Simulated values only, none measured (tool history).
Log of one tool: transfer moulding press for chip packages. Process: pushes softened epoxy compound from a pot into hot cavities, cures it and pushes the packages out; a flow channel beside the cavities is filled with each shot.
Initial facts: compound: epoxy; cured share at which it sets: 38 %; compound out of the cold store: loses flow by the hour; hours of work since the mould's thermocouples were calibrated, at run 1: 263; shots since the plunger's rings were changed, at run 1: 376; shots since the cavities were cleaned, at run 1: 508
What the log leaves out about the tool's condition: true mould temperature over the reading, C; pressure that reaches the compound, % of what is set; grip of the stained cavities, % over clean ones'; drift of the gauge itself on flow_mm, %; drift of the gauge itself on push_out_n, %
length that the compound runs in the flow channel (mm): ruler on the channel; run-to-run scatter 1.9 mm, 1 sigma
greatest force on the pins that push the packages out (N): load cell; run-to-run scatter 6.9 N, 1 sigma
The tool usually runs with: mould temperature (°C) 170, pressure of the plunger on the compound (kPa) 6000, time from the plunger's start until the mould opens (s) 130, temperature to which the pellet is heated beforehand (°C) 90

run   hour  mould temperature (°C)  pressure of the plunger on the compound (kPa)  time from the plunger's start until the mould opens (s)  temperature to which the pellet is heated beforehand (°C)  hours of work since the mould's thermocouples were calibrated  shots since the plunger's rings were changed  shots since the cavities were cleaned  incoming compound's hours out of the cold store  length that the compound runs in the flow channel (mm)  greatest force on the pins that push the packages out (N)
  1    0.0                     170                                           6000                                                      130                                                         90                                                            263                                           376                                    508                                             12.8                                                    1029                                                        408
  2    5.3                     170                                           6000                                                      130                                                         90                                                            267                                           428                                    560                                             47.2                                                     915                                                        375
  3   14.2                     170                                           6000                                                      130                                                         90                                                            273                                           515                                    647                                             34.2                                                     953                                                        406
  4   22.9                     170                                           6000                                                      131                                                         90                                                            279                                           599                                    731                                             19.9                                                    1002                                                        413
  5   30.2                     170                                           5550                                                      130                                                         90                                                            284                                           671                                    803                                             29.9                                                     932                                                        425
  6   38.3                     170                                           5550                                                      130                                                         90                                                            290                                           749                                    881                                              8.2                                                    1000                                                        453
  7   47.8                     170                                           5550                                                      130                                                         90                                                            296                                           842                                    974                                             22.3                                                     952                                                        443
  8   57.5                     170                                           5550                                                      130                                                         90                                                            303                                           937                                   1069                                             44.3                                                     884                                                        413
      62.1  -- cavities cleaned with cleaning compound and waxed
  9   64.4                     170                                           5550                                                      130                                                         90                                                            307                                           990                                     23                                             33.5                                                     916                                                        292
 10   69.0                     170                                           6000                                                      130                                                         96                                                            310                                          1034                                     67                                             15.0                                                    1018                                                        325
 11   77.2                     170                                           6000                                                      130                                                         96                                                            316                                          1114                                    147                                             10.0                                                    1027                                                        340
 12   84.4                     170                                           6000                                                      130                                                         90                                                            321                                          1184                                    217                                             21.4                                                     988                                                        333
 13   93.1                     170                                           6000                                                      130                                                         90                                                            327                                          1268                                    301                                             46.6                                                     906                                                        328
 14   99.4                     170                                           6000                                                      130                                                         90                                                            331                                          1330                                    363                                             38.4                                                     932                                                        334
     102.3  -- mould's thermocouples calibrated
 15  110.1                     171                                           4610                                                      115                                                         90                                                              5                                          1415                                    448                                             29.1                                                     837                                                        460
 16  120.6                     171                                           7300                                                      145                                                         90                                                             13                                          1518                                    551                                             41.6                                                    1010                                                        321
 17  125.6                     171                                           7300                                                      145                                                         90                                                             16                                          1566                                    599                                             34.5                                                    1036                                                        308
 18  134.8                     171                                           7300                                                      145                                                         90                                                             23                                          1656                                    689                                              8.1                                                    1130                                                        344
 19  139.6                     171                                           7300                                                      145                                                         90                                                             26                                          1702                                    735                                             25.7                                                    1064                                                        350
 20  146.7                     171                                           7300                                                      145                                                         90                                                             31                                          1772                                    805                                              9.1                                                    1128                                                        353
 21  153.7                     170                                           4790                                                      130                                                         84                                                             36                                          1839                                    872                                             42.3                                                     818                                                        437
 22  161.5                     170                                           5040                                                      158                                                         90                                                             41                                          1916                                    949                                             26.8                                                     887                                                        320
     164.3  -- mould's thermocouples calibrated, once more
 23  168.1                     170                                           5040                                                      158                                                         90                                                              3                                          1961                                    994                                             33.9                                                     858                                                        336
 24  173.7                     178                                           5040                                                      116                                                         90                                                              7                                          2015                                   1048                                             42.9                                                     799                                                        339
 25  178.4                     178                                           5040                                                      116                                                         90                                                             10                                          2061                                   1094                                             42.6                                                     799                                                        344
     180.7  -- cavities cleaned with cleaning compound and waxed
 26  189.4                     170                                           4720                                                      129                                                         90                                                             16                                          2154                                     85                                             40.2                                                     810                                                        297
 27  196.1                     163                                           6700                                                      118                                                         99                                                             21                                          2218                                    149                                             43.1                                                     996                                                        603
 28  201.6                     175                                           4610                                                      135                                                         87                                                             25                                          2273                                    204                                              9.8                                                     869                                                        255

Each row is a separate what-if for the run after 28, all from the same tool condition, not one after another. Results?
  A  209.6                     170                                           5330                                                      130                                                         90                                                             30                                          2350                                    281                                             25.1                                                       ?                                                          ?
  B  209.6                     163                                           4950                                                      130                                                         90                                                             30                                          2350                                    281                                             30.3                                                       ?                                                          ?
  C  209.6                     166                                           5760                                                      134                                                         90                                                             30                                          2350                                    281                                             10.9                                                       ?                                                          ?
  D  209.6                     175                                           6150                                                      131                                                         87                                                             30                                          2350                                    281                                             26.4                                                       ?                                                          ?

run  length that the compound runs in the flow channel (mm)  greatest force on the pins that push the packages out (N)
  A                                                     907                                                        337
  B                                                     895                                                        559
  C                                                    1016                                                        440
  D                                                     942                                                        267
With the hidden condition removed and each run's random variation left untouched, the same runs would have given:
run  length that the compound runs in the flow channel (mm)  greatest force on the pins that push the packages out (N)
  A                                                     931                                                        265
  B                                                     918                                                        440
  C                                                    1043                                                        347
  D                                                     968                                                        210

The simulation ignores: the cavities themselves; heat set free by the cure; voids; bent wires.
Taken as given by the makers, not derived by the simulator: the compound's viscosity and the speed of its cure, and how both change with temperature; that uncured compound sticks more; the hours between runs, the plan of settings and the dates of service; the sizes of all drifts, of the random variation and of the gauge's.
